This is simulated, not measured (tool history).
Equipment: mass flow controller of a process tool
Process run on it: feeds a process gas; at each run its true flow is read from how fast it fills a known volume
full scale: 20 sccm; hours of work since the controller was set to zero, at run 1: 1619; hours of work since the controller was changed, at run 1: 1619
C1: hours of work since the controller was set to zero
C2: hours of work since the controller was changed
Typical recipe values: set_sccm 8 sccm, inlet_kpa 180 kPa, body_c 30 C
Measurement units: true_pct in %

{"run": 1, "hour": 0.0, "set_sccm": 8, "inlet_kpa": 180, "body_c": 30, "C1": 1619, "C2": 1619, "true_pct": 99.68}
{"run": 2, "hour": 98.1, "set_sccm": 8, "inlet_kpa": 180, "body_c": 24, "C1": 1660, "C2": 1660, "true_pct": 98.94}
{"run": 3, "hour": 160.7, "set_sccm": 18, "inlet_kpa": 180, "body_c": 30, "C1": 1687, "C2": 1687, "true_pct": 100.43}
{"run": 4, "hour": 262.2, "set_sccm": 18, "inlet_kpa": 180, "body_c": 30, "C1": 1729, "C2": 1729, "true_pct": 100.49}
{"run": 5, "hour": 325.3, "set_sccm": 18, "inlet_kpa": 180, "body_c": 30, "C1": 1756, "C2": 1756, "true_pct": 100.61}
{"run": 6, "hour": 447.9, "set_sccm": 5, "inlet_kpa": 180, "body_c": 30, "C1": 1808, "C2": 1808, "true_pct": 99.34}
{"run": 7, "hour": 523.4, "set_sccm": 8, "inlet_kpa": 180, "body_c": 30, "C1": 1839, "C2": 1839, "true_pct": 99.59}
{"run": 8, "hour": 643.4, "set_sccm": 8, "inlet_kpa": 180, "body_c": 30, "C1": 1890, "C2": 1890, "true_pct": 99.62}
{"run": 9, "hour": 751.2, "set_sccm": 8, "inlet_kpa": 180, "body_c": 30, "C1": 1935, "C2": 1935, "true_pct": 99.68}
{"run": 10, "hour": 824.8, "set_sccm": 8, "inlet_kpa": 180, "body_c": 30, "C1": 1966, "C2": 1966, "true_pct": 99.65}
{"run": 11, "hour": 887.0, "set_sccm": 8, "inlet_kpa": 180, "body_c": 30, "C1": 1992, "C2": 1992, "true_pct": 99.52}
{"run": 12, "hour": 973.1, "set_sccm": 8, "inlet_kpa": 180, "body_c": 30, "C1": 2028, "C2": 2028, "true_pct": 99.7}
{"run": 13, "hour": 1037.2, "set_sccm": 8, "inlet_kpa": 180, "body_c": 30, "C1": 2055, "C2": 2055, "true_pct": 99.59}
{"run": 14, "hour": 1090.0, "set_sccm": 8, "inlet_kpa": 180, "body_c": 30, "C1": 2078, "C2": 2078, "true_pct": 99.53}
{"run": 15, "hour": 1214.8, "set_sccm": 8, "inlet_kpa": 180, "body_c": 30, "C1": 2130, "C2": 2130, "true_pct": 99.64}
{"run": 16, "hour": 1283.1, "set_sccm": 18, "inlet_kpa": 180, "body_c": 30, "C1": 2159, "C2": 2159, "true_pct": 100.45}
{"run": 17, "hour": 1370.8, "set_sccm": 18, "inlet_kpa": 180, "body_c": 30, "C1": 2196, "C2": 2196, "true_pct": 100.57}
{"run": 18, "hour": 1486.8, "set_sccm": 8, "inlet_kpa": 180, "body_c": 30, "C1": 2245, "C2": 2245, "true_pct": 99.7}
{"run": 19, "hour": 1612.6, "set_sccm": 8, "inlet_kpa": 180, "body_c": 30, "C1": 2297, "C2": 2297, "true_pct": 99.63}
{"run": 20, "hour": 1726.1, "set_sccm": 8, "inlet_kpa": 180, "body_c": 30, "C1": 2345, "C2": 2345, "true_pct": 99.52}
{"run": 21, "hour": 1808.4, "set_sccm": 8, "inlet_kpa": 180, "body_c": 31, "C1": 2380, "C2": 2380, "true_pct": 99.85}
{"run": 22, "hour": 1907.5, "set_sccm": 8, "inlet_kpa": 180, "body_c": 31, "C1": 2422, "C2": 2422, "true_pct": 99.77}
{"run": 23, "hour": 2021.0, "set_sccm": 3, "inlet_kpa": 180, "body_c": 30, "C1": 2469, "C2": 2469, "true_pct": 99.23}
{"run": 24, "hour": 2128.9, "set_sccm": 3, "inlet_kpa": 180, "body_c": 30, "C1": 2515, "C2": 2515, "true_pct": 99.22}
{"run": 25, "hour": 2255.7, "set_sccm": 3, "inlet_kpa": 180, "body_c": 30, "C1": 2568, "C2": 2568, "true_pct": 99.3}
{"run": 26, "hour": 2373.6, "set_sccm": 3, "inlet_kpa": 180, "body_c": 30, "C1": 2618, "C2": 2618, "true_pct": 99.14}
{"run": 27, "hour": 2445.3, "set_sccm": 3, "inlet_kpa": 180, "body_c": 30, "C1": 2648, "C2": 2648, "true_pct": 99.12}
{"run": 28, "hour": 2542.9, "set_sccm": 6, "inlet_kpa": 186, "body_c": 20, "C1": 2689, "C2": 2689, "true_pct": 98.24}
{"run": 29, "hour": 2666.7, "set_sccm": 6, "inlet_kpa": 186, "body_c": 20, "C1": 2741, "C2": 2741, "true_pct": 98.28}
{"run": 30, "hour": 2776.5, "set_sccm": 6, "inlet_kpa": 186, "body_c": 20, "C1": 2787, "C2": 2787, "true_pct": 98.33}
{"run": 31, "hour": 2843.3, "set_sccm": 3, "inlet_kpa": 202, "body_c": 28, "C1": 2815, "C2": 2815, "true_pct": 98.82}
{"run": 32, "hour": 2902.6, "set_sccm": 3, "inlet_kpa": 196, "body_c": 30, "C1": 2840, "C2": 2840, "true_pct": 99.13}
{"run": 33, "hour": 2981.9, "set_sccm": 9, "inlet_kpa": 181, "body_c": 39, "C1": 2873, "C2": 2873, "true_pct": 100.74}
{"run": 34, "hour": 3109.0, "set_sccm": 20, "inlet_kpa": 245, "body_c": 30, "C1": 2927, "C2": 2927, "true_pct": 100.39}
{"run": 35, "hour": 3172.1, "set_sccm": 4, "inlet_kpa": 145, "body_c": 30, "C1": 2954, "C2": 2954, "true_pct": 99.39}
{"run": 36, "hour": 3237.8, "set_sccm": 7, "inlet_kpa": 208, "body_c": 22, "C1": 2981, "C2": 2981, "true_pct": 98.66}
{"run": 37, "hour": 3339.4, "set_sccm": 7, "inlet_kpa": 208, "body_c": 22, "C1": 3024, "C2": 3024, "true_pct": 98.48}
{"run": 38, "hour": 3437.1, "set_sccm": 4, "inlet_kpa": 154, "body_c": 30, "C1": 3065, "C2": 3065, "true_pct": 99.37}
{"run": 39, "hour": 3548.4, "set_sccm": 4, "inlet_kpa": 154, "body_c": 30, "C1": 3112, "C2": 3112, "true_pct": 99.41}
{"run": 40, "hour": 3610.5, "set_sccm": 3, "inlet_kpa": 238, "body_c": 30, "C1": 3138, "C2": 3138, "true_pct": 98.94}
{"run": 41, "hour": 3727.7, "set_sccm": 11, "inlet_kpa": 189, "body_c": 30, "C1": 3187, "C2": 3187, "true_pct": 99.76}
{"run": 42, "hour": 3781.4, "set_sccm": 8, "inlet_kpa": 154, "body_c": 22, "C1": 3210, "C2": 3210, "true_pct": 98.94}
{"run": 43, "hour": 3909.3, "set_sccm": 5, "inlet_kpa": 180, "body_c": 30, "C1": 3264, "C2": 3264, "true_pct": 99.46}
{"run": 44, "hour": 3964.3, "set_sccm": 6, "inlet_kpa": 180, "body_c": 30, "C1": 3287, "C2": 3287, "true_pct": 99.41}
{"run": 45, "hour": 4091.3, "set_sccm": 11, "inlet_kpa": 180, "body_c": 34, "C1": 3340, "C2": 3340, "true_pct": 100.41}

Forecast run 46:
{"run": 46, "hour": 4195.8, "set_sccm": 8, "inlet_kpa": 254, "body_c": 26, "C1": 3384, "C2": 3384, "true_pct": "?"}

For run 46 the tool returned true_pct 98.78 %.
Without the tool's hidden state the same run would have given true_pct 98.79 %.

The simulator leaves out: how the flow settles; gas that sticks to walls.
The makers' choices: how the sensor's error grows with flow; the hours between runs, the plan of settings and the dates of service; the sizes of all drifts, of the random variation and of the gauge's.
